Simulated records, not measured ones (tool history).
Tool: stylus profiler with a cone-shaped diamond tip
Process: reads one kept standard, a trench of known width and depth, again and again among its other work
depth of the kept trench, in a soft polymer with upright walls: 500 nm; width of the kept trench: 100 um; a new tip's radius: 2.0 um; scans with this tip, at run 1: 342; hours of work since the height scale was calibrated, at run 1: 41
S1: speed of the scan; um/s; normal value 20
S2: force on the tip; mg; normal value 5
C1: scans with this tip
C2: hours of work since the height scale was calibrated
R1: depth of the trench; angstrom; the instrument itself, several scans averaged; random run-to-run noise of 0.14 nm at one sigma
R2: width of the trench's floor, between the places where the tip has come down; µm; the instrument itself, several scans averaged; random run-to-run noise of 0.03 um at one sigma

run     day  S1     S2    C1   C2      R1     R2
  1       0  20      5   342   41  5106.9  97.28
  2   0.608  20   13.7   399   48  5204.6  97.31
  3   1.454  20   13.7   480   58  5205.8  97.28
  4    1.95  20   13.7   527   63  5207.5  97.26
  5   2.462  17      5   575   69  5105.8  97.26
  6   3.021  17      5   628   75  5104.6  97.24
  7   3.458  17      5   670   80  5103.2  97.26
  8   3.929  17      5   714   86  5106.3  97.28
  9   4.567  20  10.73   775   93  5175.9  97.23
 10   5.017  20      5   818   98  5103.7  97.22
 11   5.862  20      5   898  108  5107.2  97.21
 12   6.346  24      5   944  113  5108.4  97.18
 13   6.854  13      5   992  119  5105.8  97.22
 14     7.5  13      5  1053  126    5106  97.19
 15   8.179  13      5  1118  134  5105.4   97.2
 16   8.604  13  11.68  1158  139  5184.1  97.22
 17   9.262  13  11.68  1221  146  5185.2  97.23
 18  10.021  18      5  1292  155  5109.8  97.11
 19  10.558  18      5  1344  161    5108  97.13
 20  10.962  20      5  1382  166  5107.6  97.15
 21  11.346   7      5  1418  170  5106.8  97.19
 22  12.042   7      5  1484  178  5107.8  97.17
 23  12.783  38   4.81  1555  186  5106.2  97.09
 24  13.567   8  10.73  1629  195  5176.5  97.18
 25  14.458  17  12.46  1714  205  5196.7  97.17
 26  14.921  17  12.46  1758  211  5195.6   97.1
 27  15.692  17  12.46  1831  219  5195.6  97.14
 28  16.488  17   2.75  1906  229  5072.8   97.1
 29  16.946  14   5.39  1950  234  5112.7  97.12
 30  17.629  14   5.63  2015  241  5117.1  97.13
 31  18.354  14   5.63  2084  250  5118.2  97.05
 32  18.729  14   5.63  2119  254  5118.9  97.09
 33  19.433  19   5.92  2186  262  5121.3     97
 34  20.242  24   1.78  2263  271  5060.7  97.01
 35  20.912   7  12.81  2326  279  5201.9  97.07
 36    21.5   7  12.81  2382  286  5204.4  97.04
 37  22.062  32   4.92  2435  292  5109.5  96.98
 38  22.783  32   4.92  2504  300  5107.7  97.01
 39  23.642  32   4.92  2585  310  5109.4  97.01
 40  24.375  32   4.92  2655  318  5109.8  96.99
 41   24.95  24      5  2709  325  5111.8  97.04

Each row is a separate what-if for the run after 41, all from the same tool condition, not one after another. Results?
  A  25.829  42  11.68  2793  335   ?   ?
  B  25.829  10   8.24  2793  335   ?   ?
  C  25.829  21   8.22  2793  335   ?   ?

run      R1     R2
  A  5191.7  96.93
  B  5151.8  97.04
  C  5150.9  97.02
Take away the tool's hidden state, keep each run's random variation, and the runs would have read:
run      R1     R2
  A  5184.4  97.25
  B  5144.6  97.37
  C  5143.7  97.35
